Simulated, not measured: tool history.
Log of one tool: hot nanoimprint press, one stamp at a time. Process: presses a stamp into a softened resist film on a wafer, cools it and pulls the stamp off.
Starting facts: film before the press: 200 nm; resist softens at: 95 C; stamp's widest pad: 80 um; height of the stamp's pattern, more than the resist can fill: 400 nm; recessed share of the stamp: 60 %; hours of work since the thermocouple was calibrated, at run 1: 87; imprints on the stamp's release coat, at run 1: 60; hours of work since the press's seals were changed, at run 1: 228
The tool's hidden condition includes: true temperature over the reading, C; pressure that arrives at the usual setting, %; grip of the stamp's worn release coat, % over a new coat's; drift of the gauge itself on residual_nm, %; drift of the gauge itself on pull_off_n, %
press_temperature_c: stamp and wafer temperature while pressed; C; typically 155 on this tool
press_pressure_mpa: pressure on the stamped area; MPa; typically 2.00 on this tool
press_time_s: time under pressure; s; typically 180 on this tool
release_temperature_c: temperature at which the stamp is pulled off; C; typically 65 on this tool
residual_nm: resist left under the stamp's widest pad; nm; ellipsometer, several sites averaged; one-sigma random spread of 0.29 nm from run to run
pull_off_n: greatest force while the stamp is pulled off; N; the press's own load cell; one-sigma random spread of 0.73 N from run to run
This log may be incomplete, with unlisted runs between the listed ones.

run   hour  press_temperature_c  press_pressure_mpa  press_time_s  release_temperature_c  hours of work since the thermocouple was calibrated  imprints on the stamp's release coat  hours of work since the press's seals were changed  residual_nm  pull_off_n
  1    0.0                  155                2.00           180                     65                                                   87                                    60                                                 228         80.4       150.4
  2   11.6                  155                2.00           180                     65                                                   94                                   106                                                 236         80.4       150.9
  3   27.6                  155                2.00           180                     65                                                  104                                   170                                                 246         80.8       151.5
  4   45.7                  155                2.00           180                     65                                                  116                                   242                                                 257         80.6       150.5
  5   58.2                  155                2.00           180                     65                                                  124                                   293                                                 265         81.0       150.8
  6   76.4                  155                2.00           180                     65                                                  135                                   365                                                 277         81.0       150.9
  7   94.6                  155                2.00           180                     65                                                  147                                   437                                                 289         80.4       150.6
  8  109.8                  155                2.00           180                     65                                                  157                                   498                                                 298         80.3       151.0
  9  119.2                  155                2.00           180                     65                                                  163                                   536                                                 304         80.7       149.2
     136.7  -- stamp cleaned and given a new release coat
 10  140.1                  155                2.00           180                     65                                                  172                                    13                                                 314         80.5       149.7
 11  153.8                  155                2.00           115                     65                                                  181                                    68                                                 323         95.1       151.1
 12  163.3                  155                2.00           115                     65                                                  187                                   106                                                 329         95.0       150.4
 13  179.0                  145                2.00           180                     65                                                  197                                   169                                                 339        127.4       150.6
 14  194.9                  145                2.00           180                     65                                                  207                                   232                                                 349        128.2       151.0
 15  213.5                  155                2.00           180                     65                                                  219                                   306                                                 361         80.9       150.2
 16  230.3                  146                2.74           113                     59                                                  230                                   373                                                 372        125.1       172.2
 17  253.2                  146                2.74           113                     59                                                  245                                   465                                                 386        125.1       171.5
 18  271.3                  151                2.00           233                     65                                                  256                                   537                                                 398         88.8       151.3
     288.6  -- stamp cleaned and given a new release coat
 19  289.9                  155                2.80           180                     65                                                  264                                     5                                                 406         68.2       151.3
     302.1  -- plate thermocouple calibrated
 20  309.8                  166                2.00           180                     68                                                    5                                    73                                                 417         48.8       140.0
 21  331.4                  162                2.00           303                     62                                                   19                                   159                                                 431         46.6       159.9
 22  342.9                  165                2.00           142                     65                                                   26                                   204                                                 438         55.5       149.3
 23  358.7                  165                2.00           261                     65                                                   36                                   268                                                 448         43.8       150.3
 24  377.1                  165                2.00           176                     65                                                   48                                   341                                                 460         51.0       150.2
 25  387.9                  165                2.00           176                     51                                                   55                                   384                                                 467         51.2       200.0
 26  398.2                  165                2.00           176                     68                                                   61                                   425                                                 473         51.0       139.3
 27  412.1                  165                2.14           231                     54                                                   70                                   481                                                 482         43.9       190.5
 28  424.3                  155                1.79           307                     65                                                   78                                   529                                                 490         69.0       151.0
     443.1  -- stamp cleaned and given a new release coat
 29  449.6                  153                1.56           201                     73                                                   91                                    26                                                 502         96.0       124.5

Consider 4 possible next runs. They are alternatives, not a sequence: every one starts from the tool as it was left by run 29. What does each give?
  A  461.3                  153                1.56           201                     52                                                   98                                    73                                                 510            ?           ?
  B  461.3                  164                1.56           100                     73                                                   98                                    73                                                 510            ?           ?
  C  461.3                  158                1.80           201                     72                                                   98                                    73                                                 510            ?           ?
  D  461.3                  155                1.56           116                     71                                                   98                                    73                                                 510            ?           ?

run  residual_nm  pull_off_n
  A         95.6       195.8
  B         76.2       122.9
  C         70.8       125.8
  D        106.1       128.9
What these runs would have given with no unlogged condition in the tool:
run  residual_nm  pull_off_n
  A         95.4       195.7
  B         76.1       122.7
  C         70.7       125.7
  D        105.9       128.7
